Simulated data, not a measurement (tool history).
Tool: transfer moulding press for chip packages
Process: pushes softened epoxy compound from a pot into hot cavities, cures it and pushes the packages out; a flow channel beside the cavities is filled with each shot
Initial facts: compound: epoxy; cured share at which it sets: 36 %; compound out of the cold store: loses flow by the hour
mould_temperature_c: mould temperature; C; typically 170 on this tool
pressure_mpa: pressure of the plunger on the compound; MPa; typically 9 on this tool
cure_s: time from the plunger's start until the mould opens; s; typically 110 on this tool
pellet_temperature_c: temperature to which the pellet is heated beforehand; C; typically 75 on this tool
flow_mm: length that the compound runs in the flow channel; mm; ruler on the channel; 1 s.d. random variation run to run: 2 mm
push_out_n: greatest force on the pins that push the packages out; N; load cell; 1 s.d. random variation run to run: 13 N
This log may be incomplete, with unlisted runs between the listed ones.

run,day,mould_temperature_c,pressure_mpa,cure_s,pellet_temperature_c,incoming compound's hours out of the cold store,flow_mm,push_out_n
1,0,170,9,110,75,24.7,973,815
2,1.008,170,9,110,75,16.9,995,645
3,2.15,170,9,130,75,29.7,950,570
4,3.304,170,9,110,70,29.4,956,812
5,4.679,170,9,147,70,25.4,963,641
6,6.562,170,9,110,75,31.5,941,734
7,8.192,170,9,110,75,24.6,956,873
8,9.392,170,9,110,75,25.6,952,669
9,10.704,170,9,110,75,17.5,976,783
10,12.862,170,9,110,75,19.4,965,887
11,14.146,170,9,110,75,25.6,943,692
12,16.162,170,9,110,79,15.6,980,930
13,17.292,170,9,110,79,32.9,947,945
14,19.346,170,9,110,75,34.8,939,769
15,20.362,174,6.98,110,75,18.5,860,704
16,21.867,167,9.39,144,85,43.2,933,495
17,23.425,167,9.39,104,82,26.4,983,1094
18,24.883,167,9.39,104,82,42.7,933,1199
19,25.754,164,7.61,91,71,41.3,846,2026
20,27.133,164,7.3,91,71,16.2,897,1815
21,28.846,176,10.67,116,75,39.5,981,640
22,30.558,170,7.41,110,81,40,822,660
23,31.496,170,7.41,110,81,9.1,909,800
24,33.167,170,7.41,110,81,43.8,808,830
25,35.304,175,9.93,117,81,43.7,952,532
26,36.404,170,9,122,76,13.3,1007,712
27,38.088,170,6.89,131,82,36.5,816,687
28,39.583,166,9.59,144,69,47.6,933,582

Withheld: 14 entries from between the runs. Position of each, and hidden state at the listed run before versus the listed run after:
After run 1, before run 2: cavities cleaned with cleaning compound and waxed (day 1.008)
  true mould temperature over the reading, C: 0.61 -> 0.63; pressure that reaches the compound, % of what is set: 99.48 -> 99.17; grip of the stained cavities, % over clean ones': 42.6 -> 0.7
  measured result minus the result with no hidden state, flow_mm: -3 -> -5 mm; push_out_n: +223 -> -20 N
After run 5, before run 6: cavities cleaned with cleaning compound and waxed (day 5.138)
  true mould temperature over the reading, C: 0.72 -> 0.77; pressure that reaches the compound, % of what is set: 97.97 -> 97.41; grip of the stained cavities, % over clean ones': 46.8 -> 26.2
  measured result minus the result with no hidden state, flow_mm: -11 -> -14 mm; push_out_n: +198 -> +127 N
After run 7, before run 8: cavities cleaned with cleaning compound and waxed (day 9.225)
  true mould temperature over the reading, C: 0.81 -> 0.83; pressure that reaches the compound, % of what is set: 96.87 -> 96.51; grip of the stained cavities, % over clean ones': 42 -> 5.9
  measured result minus the result with no hidden state, flow_mm: -17 -> -19 mm; push_out_n: +228 -> +6 N
After run 9, before run 10: mould's thermocouples calibrated (day 11.729)
  true mould temperature over the reading, C: 0.86 -> 1.17; pressure that reaches the compound, % of what is set: 96.08 -> 95.45; grip of the stained cavities, % over clean ones': 26 -> 46.4
  measured result minus the result with no hidden state, flow_mm: -21 -> -25 mm; push_out_n: +128 -> +238 N
After run 10, before run 11: cavities cleaned with cleaning compound and waxed (day 13.388)
  true mould temperature over the reading, C: 1.17 -> 1.2; pressure that reaches the compound, % of what is set: 95.45 -> 95.06; grip of the stained cavities, % over clean ones': 46.4 -> 16.7
  measured result minus the result with no hidden state, flow_mm: -25 -> -26 mm; push_out_n: +238 -> +57 N
After run 11, before run 12: mould's thermocouples calibrated, once more (day 15.858)
  true mould temperature over the reading, C: 1.2 -> -0.43; pressure that reaches the compound, % of what is set: 95.06 -> 94.43; grip of the stained cavities, % over clean ones': 16.7 -> 39.1
  measured result minus the result with no hidden state, flow_mm: -26 -> -27 mm; push_out_n: +57 -> +277 N
After run 12, before run 13: plunger's sealing rings changed (day 17.025)
  true mould temperature over the reading, C: -0.43 -> -0.41; pressure that reaches the compound, % of what is set: 94.43 -> 99.42; grip of the stained cavities, % over clean ones': 39.1 -> 47.5
  measured result minus the result with no hidden state, flow_mm: -27 -> -2 mm; push_out_n: +277 -> +318 N
After run 13, before run 14: cavities cleaned with cleaning compound and waxed (day 17.729)
  true mould temperature over the reading, C: -0.41 -> -0.36; pressure that reaches the compound, % of what is set: 99.42 -> 98.8; grip of the stained cavities, % over clean ones': 47.5 -> 27
  measured result minus the result with no hidden state, flow_mm: -2 -> -5 mm; push_out_n: +318 -> +176 N
After run 15, before run 16: cavities cleaned with cleaning compound and waxed (day 21.833)
  true mould temperature over the reading, C: -0.34 -> -0.3; pressure that reaches the compound, % of what is set: 98.46 -> 98; grip of the stained cavities, % over clean ones': 38.1 -> 2.8
  measured result minus the result with no hidden state, flow_mm: -7 -> -9 mm; push_out_n: +202 -> +17 N
After run 19, before run 20: cavities cleaned with cleaning compound and waxed (day 26.017)
  true mould temperature over the reading, C: -0.21 -> -0.18; pressure that reaches the compound, % of what is set: 96.72 -> 96.32; grip of the stained cavities, % over clean ones': 49 -> 22.4
  measured result minus the result with no hidden state, flow_mm: -13 -> -16 mm; push_out_n: +682 -> +345 N
After run 21, before run 22: cavities cleaned with cleaning compound and waxed (day 30.183)
  true mould temperature over the reading, C: -0.14 -> -0.1; pressure that reaches the compound, % of what is set: 95.73 -> 95.18; grip of the stained cavities, % over clean ones': 40.5 -> 9.8
  measured result minus the result with no hidden state, flow_mm: -21 -> -20 mm; push_out_n: +185 -> +63 N
After run 24, before run 25: cavities cleaned with cleaning compound and waxed (day 34.304); plunger's sealing rings changed (day 35.008)
  true mould temperature over the reading, C: -0.04 -> 0; pressure that reaches the compound, % of what is set: 94.31 -> 99.52; grip of the stained cavities, % over clean ones': 41.5 -> 18.1
  measured result minus the result with no hidden state, flow_mm: -24 -> -2 mm; push_out_n: +244 -> +82 N
After run 27, before run 28: cavities cleaned with cleaning compound and waxed (day 38.467)
  true mould temperature over the reading, C: 0.06 -> 0.1; pressure that reaches the compound, % of what is set: 98.55 -> 98.09; grip of the stained cavities, % over clean ones': 46.1 -> 20.6
  measured result minus the result with no hidden state, flow_mm: -6 -> -10 mm; push_out_n: +217 -> +99 N

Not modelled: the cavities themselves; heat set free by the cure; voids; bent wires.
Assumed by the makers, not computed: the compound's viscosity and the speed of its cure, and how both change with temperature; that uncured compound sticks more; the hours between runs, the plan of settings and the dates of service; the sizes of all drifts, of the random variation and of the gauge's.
